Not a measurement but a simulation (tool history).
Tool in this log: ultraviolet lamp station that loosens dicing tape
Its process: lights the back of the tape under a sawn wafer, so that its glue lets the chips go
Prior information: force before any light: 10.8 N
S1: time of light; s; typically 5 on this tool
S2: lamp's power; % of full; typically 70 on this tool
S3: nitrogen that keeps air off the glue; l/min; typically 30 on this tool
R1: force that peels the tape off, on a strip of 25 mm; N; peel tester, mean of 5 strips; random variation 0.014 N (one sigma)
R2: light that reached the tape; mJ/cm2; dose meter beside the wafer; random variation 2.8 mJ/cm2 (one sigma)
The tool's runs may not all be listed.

{"run": 1, "day": 0.0, "S1": 5, "S2": 70, "S3": 30, "R1": 0.916, "R2": 323}
{"run": 2, "day": 2.038, "S1": 5, "S2": 70, "S3": 30, "R1": 0.988, "R2": 317}
{"run": 3, "day": 4.183, "S1": 5, "S2": 70, "S3": 30, "R1": 1.076, "R2": 314}
{"run": 4, "day": 6.046, "S1": 5, "S2": 70, "S3": 30, "R1": 1.098, "R2": 305}
{"run": 5, "day": 7.479, "S1": 5, "S2": 68, "S3": 30, "R1": 1.211, "R2": 295}
{"run": 6, "day": 10.1, "S1": 5, "S2": 68, "S3": 30, "R1": 1.256, "R2": 285}
{"run": 7, "day": 12.167, "S1": 5, "S2": 68, "S3": 30, "R1": 1.308, "R2": 277}
{"run": 8, "day": 14.362, "S1": 5, "S2": 70, "S3": 30, "R1": 1.282, "R2": 283}
{"run": 9, "day": 17.067, "S1": 5, "S2": 79, "S3": 30, "R1": 1.059, "R2": 312}
{"run": 10, "day": 18.617, "S1": 2, "S2": 70, "S3": 30, "R1": 4.515, "R2": 107}
{"run": 11, "day": 21.379, "S1": 5, "S2": 70, "S3": 30, "R1": 1.447, "R2": 263}
{"run": 12, "day": 23.867, "S1": 5, "S2": 70, "S3": 30, "R1": 1.526, "R2": 262}
{"run": 13, "day": 25.304, "S1": 5, "S2": 70, "S3": 30, "R1": 1.591, "R2": 250}
{"run": 14, "day": 27.092, "S1": 5, "S2": 64, "S3": 30, "R1": 1.935, "R2": 227}
{"run": 15, "day": 28.583, "S1": 4, "S2": 64, "S3": 30, "R1": 2.642, "R2": 177}
{"run": 16, "day": 30.592, "S1": 5, "S2": 70, "S3": 30, "R1": 1.69, "R2": 236}
{"run": 17, "day": 32.233, "S1": 5, "S2": 70, "S3": 30, "R1": 1.756, "R2": 236}
{"run": 18, "day": 34.396, "S1": 3, "S2": 70, "S3": 30, "R1": 3.697, "R2": 139}
{"run": 19, "day": 36.121, "S1": 3, "S2": 70, "S3": 30, "R1": 3.638, "R2": 137}
{"run": 20, "day": 37.875, "S1": 3, "S2": 70, "S3": 30, "R1": 3.837, "R2": 132}
{"run": 21, "day": 39.733, "S1": 3, "S2": 70, "S3": 30, "R1": 3.932, "R2": 133}
{"run": 22, "day": 40.992, "S1": 5, "S2": 70, "S3": 30, "R1": 1.996, "R2": 214}
{"run": 23, "day": 43.521, "S1": 4, "S2": 70, "S3": 27, "R1": 3.194, "R2": 163}
{"run": 24, "day": 45.342, "S1": 7, "S2": 66, "S3": 47, "R1": 0.996, "R2": 267}
{"run": 25, "day": 47.983, "S1": 7, "S2": 66, "S3": 47, "R1": 1.074, "R2": 258}
{"run": 26, "day": 49.896, "S1": 7, "S2": 66, "S3": 47, "R1": 1.127, "R2": 255}
{"day": 50.938, "done": "lamp changed"}
{"day": 51.158, "done": "window cleaned of glue's vapour"}
{"run": 27, "day": 51.512, "S1": 7, "S2": 66, "S3": 47, "R1": 0.297, "R2": 491}
{"run": 28, "day": 53.296, "S1": 7, "S2": 66, "S3": 47, "R1": 0.306, "R2": 489}
{"run": 29, "day": 55.867, "S1": 7, "S2": 66, "S3": 47, "R1": 0.293, "R2": 470}
{"run": 30, "day": 58.621, "S1": 7, "S2": 66, "S3": 47, "R1": 0.324, "R2": 464}
{"run": 31, "day": 61.008, "S1": 7, "S2": 66, "S3": 47, "R1": 0.338, "R2": 459}
{"run": 32, "day": 62.162, "S1": 7, "S2": 66, "S3": 47, "R1": 0.336, "R2": 446}
{"run": 33, "day": 64.05, "S1": 4, "S2": 97, "S3": 30, "R1": 0.755, "R2": 366}
{"run": 34, "day": 65.238, "S1": 4, "S2": 97, "S3": 30, "R1": 0.757, "R2": 367}
{"run": 35, "day": 66.642, "S1": 3, "S2": 61, "S3": 33, "R1": 2.566, "R2": 171}
{"run": 36, "day": 68.812, "S1": 3, "S2": 61, "S3": 33, "R1": 2.76, "R2": 167}
{"run": 37, "day": 71.158, "S1": 5, "S2": 94, "S3": 25, "R1": 0.636, "R2": 421}
{"run": 38, "day": 73.875, "S1": 3, "S2": 94, "S3": 12, "R1": 2.907, "R2": 250}
{"run": 39, "day": 76.683, "S1": 3, "S2": 94, "S3": 12, "R1": 3.052, "R2": 244}
{"run": 40, "day": 78.579, "S1": 6, "S2": 94, "S3": 38, "R1": 0.353, "R2": 478}
{"run": 41, "day": 80.379, "S1": 8, "S2": 64, "S3": 22, "R1": 0.743, "R2": 424}
{"run": 42, "day": 82.575, "S1": 8, "S2": 64, "S3": 22, "R1": 0.755, "R2": 415}
{"run": 43, "day": 84.262, "S1": 6, "S2": 64, "S3": 23, "R1": 1.377, "R2": 310}

Alternative continuations, all from the tool just after run 43; predict every row:
{"run": "A", "day": 86.071, "S1": 3, "S2": 87, "S3": 25, "R1": "?", "R2": "?"}
{"run": "B", "day": 86.071, "S1": 2, "S2": 65, "S3": 33, "R1": "?", "R2": "?"}
{"run": "C", "day": 86.071, "S1": 5, "S2": 99, "S3": 13, "R1": "?", "R2": "?"}
{"run": "D", "day": 86.071, "S1": 5, "S2": 73, "S3": 30, "R1": "?", "R2": "?"}

run=A R1=2.482 R2=201
run=B R1=4.524 R2=105
run=C R1=1.445 R2=382
run=D R1=1.262 R2=288
Stripped of hidden state, with their random variation kept, the same runs would have yielded:
run=A R1=1.446 R2=282
run=B R1=3.277 R2=145
run=C R1=0.729 R2=534
run=D R1=0.628 R2=402

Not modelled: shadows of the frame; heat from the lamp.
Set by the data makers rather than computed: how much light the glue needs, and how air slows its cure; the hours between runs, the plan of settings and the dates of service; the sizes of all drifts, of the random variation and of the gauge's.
